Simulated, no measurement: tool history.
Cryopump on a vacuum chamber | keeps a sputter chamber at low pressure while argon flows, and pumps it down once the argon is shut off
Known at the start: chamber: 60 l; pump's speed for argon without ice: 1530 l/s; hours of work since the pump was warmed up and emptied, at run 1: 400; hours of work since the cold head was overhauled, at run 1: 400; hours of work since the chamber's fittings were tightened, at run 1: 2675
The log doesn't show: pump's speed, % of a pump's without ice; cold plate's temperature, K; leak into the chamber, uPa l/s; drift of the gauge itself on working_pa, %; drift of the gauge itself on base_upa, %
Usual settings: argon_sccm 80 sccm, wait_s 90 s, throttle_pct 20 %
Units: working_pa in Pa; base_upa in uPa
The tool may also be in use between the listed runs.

run   hour  argon_sccm  wait_s  throttle_pct  hours of work since the pump was warmed up and emptied  hours of work since the cold head was overhauled  hours of work since the chamber's fittings were tightened  working_pa  base_upa
  1      0          80      90            20                                                     400                                               400                                                       2675      0.4492      2.02
  2   10.6          80      90            20                                                     409                                               409                                                       2684      0.4487      2.13
  3   19.7          80      90            20                                                     417                                               417                                                       2692      0.4502      2.09
  4   33.3          80      90            20                                                     429                                               429                                                       2704      0.4499      2.08
  5   47.7          80      90            20                                                     441                                               441                                                       2717      0.4493       2.1
  6   62.8          50      90            20                                                     454                                               454                                                       2730      0.2814      2.07
  7   77.4          80      90            20                                                     467                                               467                                                       2742      0.4501       2.1
  8   94.2          80      90            20                                                     482                                               482                                                       2757        0.45      2.12
  9  101.8          80     124            20                                                     488                                               488                                                       2763      0.4517      1.85
 10  118.7          80     124            20                                                     503                                               503                                                       2778      0.4519       1.9
 11  135.8          80      90            20                                                     518                                               518                                                       2793      0.4519      2.13
 12  147.1          80      90            20                                                     527                                               527                                                       2803      0.4517      2.08
 13    162          80      90            20                                                     540                                               540                                                       2816      0.4501       2.1
 14  177.5          80      90            20                                                     554                                               554                                                       2829      0.4536      2.12
 15  186.7          80      90            20                                                     562                                               562                                                       2837      0.4491      2.16
 16  203.7          80      90            20                                                     577                                               577                                                       2852      0.4546      2.14
 17  210.9          80      90            20                                                     583                                               583                                                       2858       0.456      2.18
 18  219.5          80      90            20                                                     590                                               590                                                       2865      0.4552      2.15
 19  231.8         114     179            35                                                     601                                               601                                                       2876      0.3763      1.65
 20  244.1         114     179            35                                                     612                                               612                                                       2887      0.3734      1.66
 21    251          94      86            37                                                     618                                               618                                                       2893      0.2945      2.26
 22  259.6          94      86            37                                                     625                                               625                                                       2900      0.2942      2.32
 23  272.5          39      44            37                                                     636                                               636                                                       2911      0.1212      3.21
 24  286.9          86      28            39                                                     649                                               649                                                       2924      0.2569      4.31
 25  303.6          62      90            23                                                     663                                               663                                                       2938      0.3078      2.16
 26  316.6         122     266            23                                                     674                                               674                                                       2949       0.607       1.6
 27  329.7          80     106            20                                                     686                                               686                                                       2961      0.4535      2.06
 28  344.8          80     106            20                                                     699                                               699                                                       2974      0.4528      2.06
 29  354.3          80     106            20                                                     707                                               707                                                       2982      0.4533      2.11
 30  370.1          80     106            20                                                     721                                               721                                                       2996      0.4557      2.14
 31    387          80      48            27                                                     735                                               735                                                       3010      0.3401      3.14
 32  395.9          37     103            20                                                     743                                               743                                                       3018      0.2107      2.07
 33  403.7          84      75            27                                                     750                                               750                                                       3025      0.3572      2.48
 34  418.2          72     195            29                                                     762                                               762                                                       3037      0.2865      1.75
 35  431.5         103      99            54                                                     774                                               774                                                       3049        0.23      2.23

3 ways to go on from here, each from the tool as it stands after run 35. What would each give?
  A  445.3         156     283            34                                                     786                                               786                                                       3061           ?         ?
  B  445.3          64      90            20                                                     786                                               786                                                       3061           ?         ?
  C  445.3          49     133            27                                                     786                                               786                                                       3061           ?         ?

run  working_pa  base_upa
  A      0.5358       1.6
  B      0.3642      2.25
  C      0.2086      1.96
Without the tool's hidden state the same runs would have given:
run  working_pa  base_upa
  A      0.5071      0.49
  B      0.3525      1.16
  C      0.1995      0.86

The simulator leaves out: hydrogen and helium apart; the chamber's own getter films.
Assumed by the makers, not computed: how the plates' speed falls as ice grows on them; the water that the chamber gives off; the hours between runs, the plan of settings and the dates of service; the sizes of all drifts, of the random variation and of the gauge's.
